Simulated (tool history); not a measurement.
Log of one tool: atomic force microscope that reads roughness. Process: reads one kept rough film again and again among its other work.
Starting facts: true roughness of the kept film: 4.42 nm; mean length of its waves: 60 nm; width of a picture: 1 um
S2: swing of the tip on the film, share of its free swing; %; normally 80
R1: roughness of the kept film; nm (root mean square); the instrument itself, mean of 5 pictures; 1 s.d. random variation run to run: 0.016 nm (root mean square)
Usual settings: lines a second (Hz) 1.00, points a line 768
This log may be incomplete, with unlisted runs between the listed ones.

{"run": 1, "day": 0.0, "lines a second (Hz)": 1.0, "S2": 80, "points a line": 768, "R1": 3.707}
{"day": 0.067, "done": "new tip fitted"}
{"run": 2, "day": 0.542, "lines a second (Hz)": 1.0, "S2": 80, "points a line": 768, "R1": 3.871}
{"run": 3, "day": 0.9, "lines a second (Hz)": 1.0, "S2": 80, "points a line": 768, "R1": 3.873}
{"run": 4, "day": 1.379, "lines a second (Hz)": 1.0, "S2": 80, "points a line": 768, "R1": 3.812}
{"run": 5, "day": 1.746, "lines a second (Hz)": 1.0, "S2": 80, "points a line": 768, "R1": 3.769}
{"run": 6, "day": 2.262, "lines a second (Hz)": 1.0, "S2": 83, "points a line": 267, "R1": 3.683}
{"day": 2.708, "done": "new tip fitted"}
{"run": 7, "day": 2.708, "lines a second (Hz)": 3.61, "S2": 70, "points a line": 615, "R1": 3.62}
{"run": 8, "day": 3.088, "lines a second (Hz)": 3.61, "S2": 79, "points a line": 509, "R1": 3.259}
{"run": 9, "day": 3.329, "lines a second (Hz)": 1.62, "S2": 80, "points a line": 268, "R1": 3.681}

For run 10, what comes out?
{"run": 10, "day": 3.658, "lines a second (Hz)": 1.62, "S2": 80, "points a line": 330, "R1": "?"}

Run 10 came out at R1 3.675 nm (root mean square).
Were there no unlogged condition in the tool, this run, its random variation unchanged, would have produced R1 3.770 nm (root mean square).

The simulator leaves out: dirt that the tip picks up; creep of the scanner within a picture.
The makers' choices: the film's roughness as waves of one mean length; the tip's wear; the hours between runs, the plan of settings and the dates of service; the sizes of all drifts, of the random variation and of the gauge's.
